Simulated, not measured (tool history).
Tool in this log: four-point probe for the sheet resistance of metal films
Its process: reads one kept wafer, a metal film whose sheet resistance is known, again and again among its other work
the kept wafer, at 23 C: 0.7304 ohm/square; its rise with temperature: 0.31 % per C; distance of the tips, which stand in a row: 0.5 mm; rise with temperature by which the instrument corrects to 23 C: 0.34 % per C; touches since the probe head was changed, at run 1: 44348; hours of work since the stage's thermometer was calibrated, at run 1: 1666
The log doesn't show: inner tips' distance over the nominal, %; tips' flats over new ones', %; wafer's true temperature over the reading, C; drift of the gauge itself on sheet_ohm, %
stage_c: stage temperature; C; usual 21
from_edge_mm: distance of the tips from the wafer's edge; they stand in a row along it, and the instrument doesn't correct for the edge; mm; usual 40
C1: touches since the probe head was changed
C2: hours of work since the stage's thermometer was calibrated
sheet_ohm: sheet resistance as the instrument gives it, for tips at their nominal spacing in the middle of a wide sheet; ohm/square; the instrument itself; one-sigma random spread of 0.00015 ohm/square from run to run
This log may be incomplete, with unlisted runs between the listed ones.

Run 1, hour 0.0: usual settings; C1 44348; C2 1666. Result: sheet_ohm 0.728329 ohm/square.
Run 2, hour 58.5: usual settings; C1 45228; C2 1692. Result: sheet_ohm 0.728307 ohm/square.
Run 3, hour 149.1: usual settings; C1 46592; C2 1732. Result: sheet_ohm 0.728101 ohm/square.
Run 4, hour 209.6: usual settings; C1 47503; C2 1759. Result: sheet_ohm 0.727978 ohm/square.
Run 5, hour 261.3: usual settings; C1 48281; C2 1782. Result: sheet_ohm 0.728139 ohm/square.
Run 6, hour 330.6: usual settings; C1 49324; C2 1813. Result: sheet_ohm 0.728022 ohm/square.
Run 7, hour 380.3: usual settings; C1 50071; C2 1835. Result: sheet_ohm 0.727941 ohm/square.
Run 8, hour 456.6: usual settings but from_edge_mm 11 mm; C1 51220; C2 1869. Result: sheet_ohm 0.728688 ohm/square.
Run 9, hour 527.5: usual settings but from_edge_mm 11 mm; C1 52286; C2 1900. Result: sheet_ohm 0.728608 ohm/square.
At hour 534.9: stage's thermometer calibrated.
Run 10, hour 568.3: usual settings but from_edge_mm 11 mm; C1 52893; C2 15. Result: sheet_ohm 0.729232 ohm/square.
Run 11, hour 633.2: usual settings but from_edge_mm 9 mm; C1 53870; C2 44. Result: sheet_ohm 0.729417 ohm/square.
Run 12, hour 731.9: usual settings but from_edge_mm 9 mm; C1 55356; C2 87. Result: sheet_ohm 0.729035 ohm/square.
Run 13, hour 822.4: usual settings but stage_c 27 C; C1 56717; C2 127. Result: sheet_ohm 0.726525 ohm/square.
Run 14, hour 902.9: usual settings but from_edge_mm 4 mm; C1 57929; C2 163. Result: sheet_ohm 0.734121 ohm/square.
Run 15, hour 951.5: usual settings but from_edge_mm 4 mm; C1 58660; C2 185. Result: sheet_ohm 0.733778 ohm/square.
Run 16, hour 1017.1: usual settings but from_edge_mm 4 mm; C1 59648; C2 214. Result: sheet_ohm 0.734264 ohm/square.
Run 17, hour 1067.8: usual settings but stage_c 22 C, from_edge_mm 45 mm; C1 60411; C2 236. Result: sheet_ohm 0.727455 ohm/square.
Run 18, hour 1128.6: usual settings but stage_c 26 C, from_edge_mm 65 mm; C1 61325; C2 263. Result: sheet_ohm 0.726456 ohm/square.
Run 19, hour 1205.9: usual settings but stage_c 30 C, from_edge_mm 23 mm; C1 62488; C2 297. Result: sheet_ohm 0.726292 ohm/square.
Run 20, hour 1266.5: usual settings but stage_c 30 C, from_edge_mm 23 mm; C1 63400; C2 324. Result: sheet_ohm 0.725961 ohm/square.
Run 21, hour 1325.7: usual settings but stage_c 22 C, from_edge_mm 10 mm; C1 64291; C2 351. Result: sheet_ohm 0.728038 ohm/square.
Run 22, hour 1384.0: usual settings but stage_c 24 C, from_edge_mm 10 mm; C1 65169; C2 376. Result: sheet_ohm 0.728136 ohm/square.
Run 23, hour 1447.5: usual settings but stage_c 24 C, from_edge_mm 10 mm; C1 66124; C2 404. Result: sheet_ohm 0.727943 ohm/square.
Run 24, hour 1524.3: usual settings but stage_c 20 C, from_edge_mm 8 mm; C1 67280; C2 439. Result: sheet_ohm 0.729229 ohm/square.
Run 25, hour 1579.3: usual settings but stage_c 20 C, from_edge_mm 4 mm; C1 68108; C2 463. Result: sheet_ohm 0.733396 ohm/square.
Run 26, hour 1647.9: usual settings but stage_c 20 C, from_edge_mm 4 mm; C1 69140; C2 493. Result: sheet_ohm 0.733660 ohm/square.
Run 27, hour 1711.2: usual settings but stage_c 34 C, from_edge_mm 22 mm; C1 70093; C2 521. Result: sheet_ohm 0.724857 ohm/square.
Run 28, hour 1764.8: usual settings but stage_c 29 C; C1 70899; C2 545. Result: sheet_ohm 0.725306 ohm/square.
Run 29, hour 1804.9: usual settings but stage_c 29 C, from_edge_mm 49 mm; C1 71503; C2 563. Result: sheet_ohm 0.725325 ohm/square.
Run 30, hour 1844.6: usual settings but stage_c 27 C, from_edge_mm 37 mm; C1 72101; C2 581. Result: sheet_ohm 0.725789 ohm/square.
Run 31, hour 1910.4: usual settings but from_edge_mm 6 mm; C1 73091; C2 610. Result: sheet_ohm 0.729816 ohm/square.
Run 32, hour 1961.7: usual settings; C1 73863; C2 632. Result: sheet_ohm 0.727133 ohm/square.

Measured minus without-hidden-state, run by run (identical run-to-run variation in each term; gauge scatter may differ):
run  sheet_ohm
  1  -0.002652
  2  -0.002699
  3  -0.002775
  4  -0.002827
  5  -0.002872
  6  -0.002929
  7  -0.002974
  8  -0.003042
  9  -0.003104
 10  -0.002671
 11  -0.002727
 12  -0.002818
 13  -0.002879
 14  -0.002983
 15  -0.003024
 16  -0.003082
 17  -0.003095
 18  -0.003140
 19  -0.003199
 20  -0.003252
 21  -0.003319
 22  -0.003367
 23  -0.003422
 24  -0.003499
 25  -0.003565
 26  -0.003625
 27  -0.003621
 28  -0.003675
 29  -0.003708
 30  -0.003746
 31  -0.003829
 32  -0.003864
